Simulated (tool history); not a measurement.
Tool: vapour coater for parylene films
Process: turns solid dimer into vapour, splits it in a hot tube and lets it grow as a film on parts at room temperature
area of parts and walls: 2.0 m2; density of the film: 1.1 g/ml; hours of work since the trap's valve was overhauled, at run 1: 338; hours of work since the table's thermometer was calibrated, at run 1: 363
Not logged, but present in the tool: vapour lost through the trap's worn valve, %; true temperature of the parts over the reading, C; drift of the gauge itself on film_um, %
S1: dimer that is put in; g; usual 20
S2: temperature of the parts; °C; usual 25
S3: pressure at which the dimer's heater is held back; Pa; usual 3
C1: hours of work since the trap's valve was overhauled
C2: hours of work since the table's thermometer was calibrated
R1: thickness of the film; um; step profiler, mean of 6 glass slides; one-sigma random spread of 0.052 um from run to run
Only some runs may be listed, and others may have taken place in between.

run   hour  S1  S2     S3   C1   C2     R1
  1      0  20  25      3  338  363   5.43
  2   13.2  20  25      3  347  373   5.46
  3   31.2  20  18      3  361  386   7.39
  4   46.5  20  18   3.73  372  398    7.1
  5   58.8  20  18   3.73  382  407   7.07
  6     70  20  25      3  390  415   5.43
  7   86.6  31  25      3  402  428   8.42
  8  101.4  31  25      3  413  439   8.31
  9  115.7  20  25   8.28  424  449    4.6
 10  132.1  20  25   8.28  436  462   4.61
     139.7  -- trap's valve overhauled
 11  148.7  20  25      3    7  471   6.07
 12    157  20  25      3   13  477   6.07
 13  165.2  20  25      3   19  483   6.11
 14  183.5  20  25      3   33  497   6.09
 15  200.2  20  25   3.25   45  510   6.03
 16  210.5  20  25   3.25   53  517   5.93
 17  220.6  20  25      3   61  525   6.11
 18  234.3  20  25      3   71  535   5.94
 19  252.5  20  25      3   84  549   6.02
 20  269.7  20  25      3   97  562   5.97
 21  286.9  20  25      3  110  575   6.03
 22  300.2  23  36  10.58  120  585   3.46
 23  316.7  31  31   7.09  133  597   6.29
 24  331.4  31  31   7.09  144  608   6.27
 25  343.1  16  21   6.49  152  617   5.08
 26  361.3  16  21   9.37  166  630   4.72
 27  377.6  15  29   5.09  178  642   3.41
 28    386  15  29   5.09  184  649    3.4
 29  399.6  20  25    7.7  195  659   5.19
 30  408.6  20  25    7.7  201  666   5.13
 31  419.2  16  31   2.75  209  674   3.56
 32    436  16  19   2.54  222  686   6.29
 33  444.3  20  21    4.8  228  692   6.45
 34  460.1  20  21    4.8  240  704   6.39
 35  471.1  20  21    4.8  248  712   6.31
 36    482  20  18    5.8  256  721   7.15
 37  492.5  20  22   3.03  264  729   6.49
 38  505.4  20  22  11.02  274  738   5.41
 39  521.6  13  17  10.55  286  750   4.37
 40  539.1  24  35  10.55  299  763   3.64
 41  547.2  27  19      3  305  769  10.03

Here are 5 independent what-if runs from the current tool condition. What would each one return?
  A  563.9  27  31  3.79  318  782   ?
  B  563.9   9  21  5.95  318  782   ?
  C  563.9  27  23     3  318  782   ?
  D  563.9  27  19  6.07  318  782   ?
  E  563.9  23  20  2.56  318  782   ?

run    R1
  A  5.56
  B  2.77
  C  8.39
  D  9.01
  E  8.26
With no hidden state in the tool, these same runs would have given:
run    R1
  A  5.97
  B  2.98
  C  9.02
  D  9.69
  E  8.88

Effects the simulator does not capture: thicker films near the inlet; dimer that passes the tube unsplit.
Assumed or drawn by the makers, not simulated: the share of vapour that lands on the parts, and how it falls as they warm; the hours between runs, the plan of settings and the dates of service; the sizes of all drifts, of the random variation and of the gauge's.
